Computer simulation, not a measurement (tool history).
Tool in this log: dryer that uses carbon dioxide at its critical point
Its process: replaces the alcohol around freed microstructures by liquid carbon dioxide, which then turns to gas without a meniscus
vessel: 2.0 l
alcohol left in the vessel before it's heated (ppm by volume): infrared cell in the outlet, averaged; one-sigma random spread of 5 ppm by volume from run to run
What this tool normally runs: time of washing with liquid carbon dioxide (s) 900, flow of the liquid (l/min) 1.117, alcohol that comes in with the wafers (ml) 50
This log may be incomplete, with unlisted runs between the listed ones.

| run | hour | time of washing with liquid carbon dioxide (s) | flow of the liquid (l/min) | alcohol that comes in with the wafers (ml) | alcohol left in the vessel before it's heated (ppm by volume) |
|---|---|---|---|---|---|
| 1 | 0 | 900 | 1.117 | 50 | 52 |
| 2 | 19 | 900 | 1.117 | 50 | 59 |
| 3 | 30.7 | 900 | 1.117 | 50 | 56 |
| 4 | 42.8 | 900 | 1.117 | 50 | 61 |
| 5 | 63.2 | 900 | 1.117 | 50 | 57 |
| 6 | 82.9 | 900 | 1.117 | 50 | 59 |
| 7 | 105.4 | 900 | 1.117 | 50 | 71 |
|  | 114.5 | inlet filter changed |
| 8 | 125.5 | 1080 | 1.117 | 50 | 35 |
| 9 | 144.4 | 1080 | 1.117 | 50 | 35 |
| 10 | 167 | 900 | 1.117 | 53 | 56 |
| 11 | 180 | 900 | 1.04 | 53 | 72 |
| 12 | 197.3 | 900 | 1.04 | 53 | 79 |
| 13 | 222.1 | 900 | 1.04 | 53 | 77 |
| 14 | 234.2 | 900 | 1.04 | 53 | 81 |
| 15 | 253.2 | 900 | 1.117 | 50 | 77 |
| 16 | 273.1 | 900 | 1.87 | 26 | 56 |
| 17 | 289.1 | 600 | 0.96 | 23 | 272 |
| 18 | 300.6 | 840 | 0.96 | 44 | 144 |
| 19 | 322.3 | 960 | 1.117 | 30 | 72 |
| 20 | 334 | 960 | 1.117 | 30 | 76 |
| 21 | 353.7 | 960 | 1.117 | 30 | 57 |
| 22 | 373.4 | 720 | 1.5 | 30 | 82 |
| 23 | 389.6 | 1380 | 1.117 | 39 | 71 |
| 24 | 406.5 | 1380 | 1.117 | 39 | 81 |
| 25 | 431.8 | 1380 | 1.117 | 39 | 80 |
| 26 | 449.5 | 1380 | 1.117 | 39 | 75 |
| 27 | 463.4 | 660 | 1.117 | 50 | 285 |
| 28 | 483.5 | 540 | 1.08 | 73 | 893 |
| 29 | 505.2 | 540 | 1.08 | 73 | 908 |

Some steps in alcohol left in the vessel before it's heated (ppm by volume), run to run, broken into two amounts with sign: the step expected even without the hidden condition (settings, incoming material, random variation), and the rest, left for the hidden condition together with whatever gauge scatter is not in both the measured and the hidden-condition-free result:
Hidden state present: flow that reaches the vessel past the clogged filter, %; alcohol in the recycled carbon dioxide, ppm; drift of the gauge itself on alcohol_ppm, %.
Run 16 -> 17: time of washing with liquid carbon dioxide (s) 900 -> 600, flow of the liquid (l/min) 1.87 -> 0.96, alcohol that comes in with the wafers (ml) 26 -> 23. alcohol left in the vessel before it's heated (ppm by volume) +216: hidden state +44, all else +172.
Run 26 -> 27: time of washing with liquid carbon dioxide (s) 1380 -> 660, alcohol that comes in with the wafers (ml) 39 -> 50. alcohol left in the vessel before it's heated (ppm by volume) +210: hidden state +83, all else +127.
Run 27 -> 28: time of washing with liquid carbon dioxide (s) 660 -> 540, flow of the liquid (l/min) 1.117 -> 1.08, alcohol that comes in with the wafers (ml) 50 -> 73. alcohol left in the vessel before it's heated (ppm by volume) +608: hidden state +216, all else +392.
